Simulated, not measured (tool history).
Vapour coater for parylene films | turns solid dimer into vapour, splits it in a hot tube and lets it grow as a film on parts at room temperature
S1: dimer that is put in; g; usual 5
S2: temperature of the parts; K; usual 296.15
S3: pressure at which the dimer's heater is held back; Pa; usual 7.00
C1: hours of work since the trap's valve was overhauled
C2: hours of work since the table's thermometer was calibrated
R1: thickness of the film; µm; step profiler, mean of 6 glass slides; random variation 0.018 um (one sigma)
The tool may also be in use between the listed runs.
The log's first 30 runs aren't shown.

| run | hour | S1 | S2 | S3 | C1 | C2 | R1 |
|---|---|---|---|---|---|---|---|
| 31 | 313.5 | 9 | 290.15 | 9.13 | 157 | 261 | 5.66 |
| 32 | 321.6 | 9 | 290.15 | 9.13 | 164 | 267 | 5.69 |
| 33 | 335.4 | 5 | 291.15 | 4.48 | 175 | 278 | 3.14 |
| 34 | 344.2 | 5 | 291.15 | 4.48 | 181 | 285 | 3.19 |
| 35 | 352.7 | 8 | 306.15 | 7.00 | 188 | 291 | 2.43 |
| 36 | 359.3 | 8 | 307.15 | 7.00 | 193 | 297 | 2.35 |
| 37 | 371.4 | 4 | 289.15 | 3.73 | 203 | 306 | 2.83 |
| 38 | 380.1 | 4 | 289.15 | 3.73 | 210 | 313 | 2.81 |

Forecast run 39:
| 39 | 389.9 | 3 | 295.15 | 10.48 | 217 | 320 | ? |

R1: 1.51 µm
Without the tool's hidden state the same run would have given R1 1.55 µm.
